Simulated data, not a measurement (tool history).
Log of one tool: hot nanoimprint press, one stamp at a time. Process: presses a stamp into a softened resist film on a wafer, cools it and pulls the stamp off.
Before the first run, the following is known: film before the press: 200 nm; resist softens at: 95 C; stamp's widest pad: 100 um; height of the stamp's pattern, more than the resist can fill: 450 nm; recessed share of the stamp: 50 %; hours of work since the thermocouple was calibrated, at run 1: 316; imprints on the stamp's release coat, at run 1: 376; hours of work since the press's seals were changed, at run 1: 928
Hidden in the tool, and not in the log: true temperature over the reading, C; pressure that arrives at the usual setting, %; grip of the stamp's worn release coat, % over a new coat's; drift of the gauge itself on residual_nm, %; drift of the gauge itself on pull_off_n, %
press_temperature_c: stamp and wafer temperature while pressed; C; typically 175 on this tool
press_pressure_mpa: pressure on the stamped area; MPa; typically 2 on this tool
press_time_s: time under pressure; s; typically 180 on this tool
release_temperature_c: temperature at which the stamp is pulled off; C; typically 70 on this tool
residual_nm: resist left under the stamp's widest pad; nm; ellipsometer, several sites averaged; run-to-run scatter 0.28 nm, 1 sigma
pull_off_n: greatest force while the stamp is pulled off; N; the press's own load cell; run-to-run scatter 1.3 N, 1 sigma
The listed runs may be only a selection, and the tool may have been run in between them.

run	day	press_temperature_c	press_pressure_mpa	press_time_s	release_temperature_c	hours of work since the thermocouple was calibrated	imprints on the stamp's release coat	hours of work since the press's seals were changed	residual_nm	pull_off_n
1	0	175	2	180	70	316	376	928	123.2	172
# day 2.408: stamp cleaned and given a new release coat
# day 2.871: plate thermocouple calibrated
2	3.258	175	2.85	180	70	7	57	978	106.2	160
3	4.829	175	2.85	180	70	34	181	1005	106.7	163
4	6.538	175	2.85	180	59	63	316	1034	106.8	181
5	8.329	175	2.85	180	59	94	458	1065	107.1	187
# day 9.654: stamp cleaned and given a new release coat
6	11.729	175	2.85	180	59	148	164	1119	107.9	177
7	14.371	175	2.85	180	59	194	372	1165	108.2	185
# day 16.821: stamp cleaned and given a new release coat
# day 18.446: press's hydraulic seals changed and the load cell set to zero
8	18.471	176	2	180	70	254	104	0	119	162
9	20.033	176	1.64	180	70	281	227	27	127.4	166
10	22.704	176	1.64	180	70	327	438	73	127.8	174
# day 24.262: stamp cleaned and given a new release coat
# day 24.958: plate thermocouple calibrated
11	25.312	175	2	180	70	6	74	112	119.3	159
12	28.388	175	2	180	70	59	316	165	120.4	168
13	30.021	175	1.56	180	70	87	445	193	130.8	171
# day 31.542: stamp cleaned and given a new release coat
14	32.988	175	2	180	70	134	114	240	121	162
15	34.483	175	2	180	70	160	232	266	121.3	164
16	37.246	170	2	180	71	207	450	313	137.5	172
# day 38.671: stamp cleaned and given a new release coat
17	41.142	165	2	190	69	270	195	376	152.5	165
18	43.254	164	1.24	180	70	307	362	412	171.2	171
# day 45.771: stamp cleaned and given a new release coat
# day 46.833: plate thermocouple calibrated
19	47.142	164	1.24	180	70	5	98	473	168.3	162
20	49.896	181	2	180	77	53	316	520	103	160
21	51.796	169	2	322	70	85	466	553	118.6	174
# day 53.196: stamp cleaned and given a new release coat
22	54.954	169	2	322	70	136	138	603	119.3	161
23	57.608	175	2	230	64	181	348	649	113.5	179
# day 60.475: stamp cleaned and given a new release coat
24	61.033	175	2	230	64	236	44	703	113.5	166
25	64.217	175	1.67	230	64	291	295	758	122.1	174
# day 67.696: stamp cleaned and given a new release coat
26	67.696	175	1.67	230	64	346	0	814	122.7	163
# day 68.608: plate thermocouple calibrated
27	71.05	175	1.67	230	64	42	255	870	118.2	173
28	72.821	175	1.8	180	70	73	395	900	125.2	172

Each row is a separate what-if for the run after 28, all from the same tool condition, not one after another. Results?
# day 74.888: stamp cleaned and given a new release coat
A	75.279	175	1.8	93	70	111	31	938	?	?
# day 74.888: stamp cleaned and given a new release coat
B	75.279	175	2	189	63	111	31	938	?	?
# day 74.888: stamp cleaned and given a new release coat
C	75.279	165	2	127	70	111	31	938	?	?
# day 74.888: stamp cleaned and given a new release coat
D	75.279	175	2.78	107	70	111	31	938	?	?
# day 74.888: stamp cleaned and given a new release coat
E	75.279	167	2.73	180	70	111	31	938	?	?

run	residual_nm	pull_off_n
A	148.7	160
B	119.4	166
C	162.8	157
D	127.7	159
E	134.6	158
Without the tool's unlogged condition, the same runs would have read:
run	residual_nm	pull_off_n
A	146.7	158
B	117.1	164
C	160.9	155
D	125.1	157
E	131.8	157
